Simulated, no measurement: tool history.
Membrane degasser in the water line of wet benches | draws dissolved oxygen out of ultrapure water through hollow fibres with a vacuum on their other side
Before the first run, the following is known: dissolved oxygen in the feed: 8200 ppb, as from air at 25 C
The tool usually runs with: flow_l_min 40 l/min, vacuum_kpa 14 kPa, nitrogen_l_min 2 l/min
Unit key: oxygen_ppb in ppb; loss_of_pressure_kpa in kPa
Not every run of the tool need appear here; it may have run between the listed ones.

run   hour  flow_l_min  vacuum_kpa  nitrogen_l_min  oxygen_ppb  loss_of_pressure_kpa
  1      0          40          14               2         508                 38.42
  2   34.2          40          14               2       510.2                 38.17
  3   74.2          49          14               2       614.6                  47.1
  4  110.4          40          14            4.03       299.6                 38.43
  5  144.7          40          14            4.03       300.1                 38.41
  6  177.9          40          14            4.03       298.8                 38.45
  7  216.8          61          14            4.03       464.5                  58.6
  8  255.9          61          14            4.03       464.7                 58.67
  9  300.8          61          14            4.03       465.7                 58.58
     306.2  -- vacuum gauge calibrated
 10  356.1          30          14               2       387.8                 29.06
 11  387.2          40          14            2.57       422.4                 38.36
 12  441.7          40          14            1.47       644.5                 38.49
 13  465.4          40          14            1.47       642.5                 38.52
 14  496.1          40          14               2       508.7                 38.44
 15  544.8          40          14               2       508.6                 38.44
 16    570          40          14               2       509.5                 38.54
 17  593.8          40          14               2       508.7                 38.52
     617.1  -- vacuum gauge calibrated, once more
 18  647.9          37        21.6            1.71       842.8                 35.54
 19  701.2          38          12            4.62       217.7                 36.54
 20  750.9          40        21.3            4.54         416                 38.39
 21  785.6          25          18            2.93       310.9                 24.13

What will run 22 give?
 22  813.2          40          13             3.8           ?                     ?

oxygen_ppb: 289.7 ppb
loss_of_pressure_kpa: 38.6 kPa
Take away the tool's hidden state, keep the run-to-run variation as it was, and the same run would have given oxygen_ppb 286.8 ppb, loss_of_pressure_kpa 38.27 kPa.

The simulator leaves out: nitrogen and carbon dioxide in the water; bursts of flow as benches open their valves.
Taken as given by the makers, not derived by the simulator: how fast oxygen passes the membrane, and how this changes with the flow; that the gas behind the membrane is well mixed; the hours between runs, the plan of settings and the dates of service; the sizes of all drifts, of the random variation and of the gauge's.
